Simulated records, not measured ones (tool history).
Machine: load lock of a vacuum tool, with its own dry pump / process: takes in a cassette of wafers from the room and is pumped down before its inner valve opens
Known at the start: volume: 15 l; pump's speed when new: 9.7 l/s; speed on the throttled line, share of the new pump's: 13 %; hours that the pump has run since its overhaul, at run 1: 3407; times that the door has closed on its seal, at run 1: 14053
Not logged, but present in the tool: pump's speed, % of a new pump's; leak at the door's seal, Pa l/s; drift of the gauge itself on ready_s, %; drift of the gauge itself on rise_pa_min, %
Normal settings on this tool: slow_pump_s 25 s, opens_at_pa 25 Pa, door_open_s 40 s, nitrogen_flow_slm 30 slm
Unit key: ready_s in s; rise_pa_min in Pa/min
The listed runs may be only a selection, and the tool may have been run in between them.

run,hour,slow_pump_s,opens_at_pa,door_open_s,nitrogen_flow_slm,hours that the pump has run since its overhaul,times that the door has closed on its seal,"incoming humidity of the room's air, %",ready_s,rise_pa_min
1,0.0,25,25,40,30,3407,14053,42.1,34.6,0.310
2,93.9,25,25,40,30,3501,14237,43.6,34.5,0.310
3,218.5,25,25,40,30,3625,14481,43.9,34.8,0.324
4,361.1,25,25,40,30,3768,14760,44.7,34.8,0.335
5,458.5,25,25,40,16,3865,14951,47.3,34.5,0.348
6,549.4,25,25,40,16,3956,15129,46.5,35.0,0.351
7,691.0,44,25,40,30,4098,15406,42.6,51.2,0.344
8,827.1,25,49,40,30,4234,15673,46.8,33.9,0.363
9,949.9,25,49,40,30,4357,15913,44.8,33.6,0.372
10,1069.4,25,29,40,30,4476,16147,43.7,34.3,0.375
11,1206.4,25,25,159,30,4613,16416,44.3,34.9,0.423
12,1311.0,25,31,159,30,4718,16621,44.6,34.2,0.440
13,1377.2,25,31,159,30,4784,16750,45.2,34.5,0.430
14,1463.3,25,22,159,30,4870,16919,46.5,35.0,0.448
15,1558.2,25,22,159,30,4965,17105,44.4,34.7,0.441
16,1637.8,25,25,40,30,5045,17261,41.8,34.9,0.414
17,1779.5,25,25,40,30,5186,17538,44.0,35.3,0.428
18,1920.9,25,25,40,10,5328,17815,42.9,35.0,0.454
19,2013.0,25,25,40,10,5420,17996,45.3,35.4,0.450
20,2142.3,25,25,81,8,5549,18249,47.2,35.3,0.492
21,2208.9,25,25,81,8,5616,18380,49.1,35.0,0.492
22,2282.9,19,25,90,43,5690,18525,46.0,29.7,0.476
23,2396.4,19,25,90,43,5803,18747,43.8,29.6,0.493
24,2465.1,28,25,40,17,5872,18881,45.2,37.7,0.489
25,2548.7,28,25,40,17,5955,19045,40.7,37.9,0.491
26,2658.6,25,25,40,6,6065,19260,45.4,35.1,0.499
27,2789.2,25,25,40,6,6196,19516,43.7,35.1,0.518
28,2881.5,25,25,40,6,6288,19697,48.7,35.1,0.547
29,2961.0,25,35,40,9,6368,19853,44.9,34.5,0.529
30,3098.9,25,35,40,9,6506,20123,47.0,34.7,0.555
31,3211.9,25,35,40,9,6619,20344,43.4,34.4,0.535
32,3271.8,25,35,40,9,6679,20462,43.5,34.5,0.563
33,3351.4,25,25,90,14,6758,20617,47.0,35.3,0.585
34,3425.3,25,25,30,14,6832,20762,45.1,35.2,0.560
35,3519.2,25,22,34,30,6926,20946,43.6,35.6,0.556
36,3645.7,14,31,110,30,7052,21194,42.3,25.6,0.606

Some steps in ready_s between neighbouring runs. How much of each would the tool show without its hidden state too (settings, what came in, random variation), and how much is left for the hidden state, with any gauge scatter that isn't in both results?
Run 2 -> 3: no setting changed, nothing entered. ready_s +0.3 s: hidden state +0.1, all else +0.2.
Run 3 -> 4: no setting changed, nothing entered. ready_s +0.0 s: hidden state -0.1, all else +0.1.
Run 4 -> 5: nitrogen_flow_slm 30 -> 16. ready_s -0.3 s: hidden state +0.1, all else -0.4.
Run 6 -> 7: slow_pump_s 25 -> 44, nitrogen_flow_slm 16 -> 30. ready_s +16.2 s: hidden state -0.1, all else +16.3.
Run 7 -> 8: slow_pump_s 44 -> 25, opens_at_pa 25 -> 49. ready_s -17.3 s: hidden state +0.1, all else -17.4.
Run 35 -> 36: slow_pump_s 25 -> 14, opens_at_pa 22 -> 31, door_open_s 34 -> 110. ready_s -10.0 s: hidden state +0.1, all else -10.1.

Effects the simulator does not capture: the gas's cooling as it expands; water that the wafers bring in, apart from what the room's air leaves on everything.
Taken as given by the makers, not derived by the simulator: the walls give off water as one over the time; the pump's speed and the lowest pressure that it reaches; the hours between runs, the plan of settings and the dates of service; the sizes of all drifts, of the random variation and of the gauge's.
